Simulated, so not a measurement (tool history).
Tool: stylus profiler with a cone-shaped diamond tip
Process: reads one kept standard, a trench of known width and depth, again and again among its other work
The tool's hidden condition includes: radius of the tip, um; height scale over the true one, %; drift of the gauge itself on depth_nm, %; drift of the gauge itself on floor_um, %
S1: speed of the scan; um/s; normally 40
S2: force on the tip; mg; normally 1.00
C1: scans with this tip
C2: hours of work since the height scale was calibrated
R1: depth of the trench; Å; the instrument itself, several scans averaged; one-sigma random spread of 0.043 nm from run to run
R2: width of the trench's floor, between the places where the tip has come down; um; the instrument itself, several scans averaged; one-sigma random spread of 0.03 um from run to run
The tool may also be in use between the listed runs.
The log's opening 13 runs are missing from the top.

run    hour   S1    S2    C1   C2      R1     R2
 14   598.5  104  1.00  3500  452  1005.9  47.43
 15   646.8  104  1.00  3683  476  1006.2  47.39
 16   711.2  104  1.00  3926  507  1006.4  47.39
 17   763.8  104  1.00  4126  533  1006.1  47.36
 18   808.7  104  1.00  4295  555  1005.8  47.29
 19   862.8   49  1.00  4500  581  1005.0  47.80
 20   892.4   49  0.63  4612  596  1002.9  47.69
 21   943.9   49  0.63  4807  621  1004.0  47.67
 22   988.1   49  0.63  4974  642  1003.2  47.66
 23  1041.1   49  0.63  5175  668  1003.2  47.63
 24  1087.8   46  2.30  5352  691  1011.8  47.87
 25  1116.8   46  2.30  5461  705  1011.1  47.88
 26  1173.8   46  2.30  5677  733  1010.4  47.92
 27  1209.7   23  1.81  5813  751  1009.0  47.98

For run 28, what comes out?
 28  1268.4  23  1.81  6035  779   ?   ?

Logged for run 28: R1 1009.2 Å, R2 47.90 um.
Were there no unlogged condition in the tool, this run, its random variation unchanged, would have produced R1 1012.7 Å, R2 48.40 um.
